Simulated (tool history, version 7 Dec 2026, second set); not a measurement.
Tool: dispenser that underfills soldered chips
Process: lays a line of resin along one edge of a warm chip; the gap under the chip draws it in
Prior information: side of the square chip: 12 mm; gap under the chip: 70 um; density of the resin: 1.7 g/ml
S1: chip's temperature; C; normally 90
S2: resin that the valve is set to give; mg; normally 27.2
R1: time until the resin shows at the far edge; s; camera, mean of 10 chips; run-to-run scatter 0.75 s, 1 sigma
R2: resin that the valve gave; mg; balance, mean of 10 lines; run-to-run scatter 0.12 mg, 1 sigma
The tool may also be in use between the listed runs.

| run | hour | S1 | S2 | R1 | R2 |
|---|---|---|---|---|---|
| 1 | 0.0 | 90 | 27.2 | 94.2 | 27.01 |
| 2 | 3.7 | 90 | 27.2 | 100.0 | 27.00 |
|  | 4.4 | new syringe of resin |
| 3 | 7.2 | 90 | 27.2 | 75.0 | 27.02 |
| 4 | 10.2 | 90 | 27.2 | 80.1 | 27.04 |
| 5 | 14.9 | 90 | 34.8 | 85.0 | 34.49 |
| 6 | 18.7 | 87 | 34.8 | 106.9 | 34.20 |
|  | 22.9 | new syringe of resin |
| 7 | 24.5 | 87 | 34.8 | 81.7 | 34.31 |
| 8 | 28.0 | 87 | 34.8 | 89.4 | 34.20 |
| 9 | 33.4 | 90 | 23.3 | 89.8 | 22.74 |
| 10 | 36.5 | 90 | 27.2 | 94.1 | 26.58 |
| 11 | 40.6 | 90 | 27.2 | 101.4 | 26.69 |
|  | 41.6 | new syringe of resin |
| 12 | 44.5 | 90 | 27.2 | 74.5 | 26.49 |
| 13 | 49.6 | 90 | 27.2 | 81.5 | 26.38 |
| 14 | 53.5 | 90 | 34.3 | 86.9 | 33.16 |
| 15 | 58.2 | 80 | 27.2 | 153.9 | 25.96 |
|  | 60.3 | new syringe of resin |
| 16 | 61.0 | 80 | 27.2 | 114.4 | 26.17 |
| 17 | 65.8 | 90 | 27.2 | 79.8 | 26.08 |
| 18 | 71.4 | 90 | 27.3 | 88.3 | 26.00 |
| 19 | 76.4 | 90 | 27.3 | 97.2 | 25.93 |
|  | 79.0 | new syringe of resin |
| 20 | 79.7 | 75 | 30.2 | 141.5 | 28.41 |
| 21 | 83.6 | 75 | 30.2 | 153.9 | 28.51 |
| 22 | 88.9 | 75 | 30.2 | 172.0 | 28.48 |
| 23 | 92.7 | 103 | 28.4 | 54.1 | 26.85 |
|  | 97.7 | new syringe of resin |
| 24 | 98.2 | 76 | 28.4 | 137.7 | 26.65 |
| 25 | 100.8 | 77 | 31.9 | 136.0 | 30.05 |
| 26 | 103.6 | 103 | 31.1 | 44.9 | 29.14 |
| 27 | 107.8 | 90 | 27.0 | 88.0 | 24.98 |
| 28 | 113.3 | 96 | 30.4 | 74.2 | 28.19 |
|  | 116.2 | new syringe of resin |
| 29 | 117.4 | 103 | 25.1 | 43.2 | 23.11 |
| 30 | 120.9 | 103 | 25.1 | 46.5 | 23.19 |
| 31 | 125.9 | 97 | 30.8 | 63.2 | 28.38 |
| 32 | 129.6 | 104 | 27.6 | 51.8 | 25.22 |
| 33 | 134.3 | 104 | 27.6 | 57.5 | 25.28 |
|  | 134.9 | new syringe of resin |
| 34 | 140.1 | 104 | 27.6 | 43.9 | 25.37 |
| 35 | 142.7 | 104 | 27.6 | 46.7 | 25.21 |
| 36 | 147.7 | 104 | 27.6 | 51.4 | 25.21 |

Results per run with the tool's hidden condition removed, run-to-run variation unchanged:
Unlogged tool condition in this case: resin's viscosity, % of fresh resin's; dose that the valve gives, % of what is set; true chip temperature over the reading, C; drift of the gauge itself on fill_s, %; drift of the gauge itself on given_mg, %.
| run | R1 | R2 |
|---|---|---|
| 1 | 69.3 | 27.08 |
| 2 | 68.3 | 27.14 |
| 3 | 68.7 | 27.20 |
| 4 | 69.1 | 27.27 |
| 5 | 66.8 | 34.89 |
| 6 | 77.9 | 34.68 |
| 7 | 76.5 | 34.91 |
| 8 | 78.2 | 34.88 |
| 9 | 70.0 | 23.27 |
| 10 | 69.4 | 27.25 |
| 11 | 69.0 | 27.44 |
| 12 | 68.5 | 27.29 |
| 13 | 67.6 | 27.27 |
| 14 | 67.1 | 34.37 |
| 15 | 107.4 | 27.00 |
| 16 | 109.0 | 27.26 |
| 17 | 69.3 | 27.25 |
| 18 | 68.3 | 27.26 |
| 19 | 68.0 | 27.28 |
| 20 | 134.5 | 29.94 |
| 21 | 135.4 | 30.12 |
| 22 | 136.0 | 30.20 |
| 23 | 39.7 | 28.55 |
| 24 | 130.9 | 28.43 |
| 25 | 123.0 | 32.10 |
| 26 | 38.6 | 31.19 |
| 27 | 69.0 | 26.82 |
| 28 | 52.5 | 30.36 |
| 29 | 40.6 | 24.95 |
| 30 | 40.6 | 25.08 |
| 31 | 50.4 | 30.81 |
| 32 | 38.3 | 27.44 |
| 33 | 38.7 | 27.59 |
| 34 | 37.9 | 27.78 |
| 35 | 38.5 | 27.66 |
| 36 | 38.3 | 27.77 |
